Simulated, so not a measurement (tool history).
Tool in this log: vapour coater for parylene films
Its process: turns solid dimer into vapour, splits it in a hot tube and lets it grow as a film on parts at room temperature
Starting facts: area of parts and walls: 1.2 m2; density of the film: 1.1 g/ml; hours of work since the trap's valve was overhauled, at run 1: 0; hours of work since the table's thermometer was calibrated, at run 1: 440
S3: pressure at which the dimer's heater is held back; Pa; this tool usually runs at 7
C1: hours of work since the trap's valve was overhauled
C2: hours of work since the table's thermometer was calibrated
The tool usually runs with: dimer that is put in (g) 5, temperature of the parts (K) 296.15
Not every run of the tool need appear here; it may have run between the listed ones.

Run 1, day 0: usual settings; C1 0; C2 440. Result: thickness of the film (µm) 1.7.
Run 2, day 1.408: usual settings; C1 21; C2 461. Result: thickness of the film (µm) 1.68.
Run 3, day 2.042: usual settings; C1 30; C2 470. Result: thickness of the film (µm) 1.66.
Run 4, day 3.058: usual settings; C1 45; C2 485. Result: thickness of the film (µm) 1.65.
Run 5, day 3.896: usual settings; C1 58; C2 498. Result: thickness of the film (µm) 1.66.
Run 6, day 5.083: usual settings; C1 75; C2 515. Result: thickness of the film (µm) 1.62.
Run 7, day 5.721: usual settings but temperature of the parts (K) 302.15, S3 3.36 Pa; C1 85; C2 525. Result: thickness of the film (µm) 1.58.
Run 8, day 6.683: usual settings but temperature of the parts (K) 302.15, S3 3.41 Pa; C1 99; C2 539. Result: thickness of the film (µm) 1.57.
Run 9, day 7.521: usual settings but temperature of the parts (K) 303.15, S3 7.33 Pa; C1 112; C2 551. Result: thickness of the film (µm) 1.36.
Run 10, day 8.475: usual settings but temperature of the parts (K) 307.15, S3 3.97 Pa; C1 126; C2 566. Result: thickness of the film (µm) 1.39.

Each row is a separate what-if for the run after 10, all from the same tool condition, not one after another. Results?
Run A, day 9.083: usual settings but dimer that is put in (g) 7, temperature of the parts (K) 289.15, S3 10.07 Pa; C1 135; C2 575. Result: thickness of the film (µm) ?.
Run B, day 9.083: usual settings but temperature of the parts (K) 307.15, S3 3.99 Pa; C1 135; C2 575. Result: thickness of the film (µm) ?.
Run C, day 9.083: usual settings but dimer that is put in (g) 3, temperature of the parts (K) 292.15; C1 135; C2 575. Result: thickness of the film (µm) ?.
Run D, day 9.083: usual settings but dimer that is put in (g) 4, S3 11.87 Pa; C1 135; C2 575. Result: thickness of the film (µm) ?.

run  thickness of the film (µm)
  A                        2.56
  B                        1.36
  C                        1.06
  D                        1.25
The same runs, with their run-to-run variation unchanged, on a tool lacking any hidden condition would have given:
run  thickness of the film (µm)
  A                        2.67
  B                        1.42
  C                         1.1
  D                         1.3

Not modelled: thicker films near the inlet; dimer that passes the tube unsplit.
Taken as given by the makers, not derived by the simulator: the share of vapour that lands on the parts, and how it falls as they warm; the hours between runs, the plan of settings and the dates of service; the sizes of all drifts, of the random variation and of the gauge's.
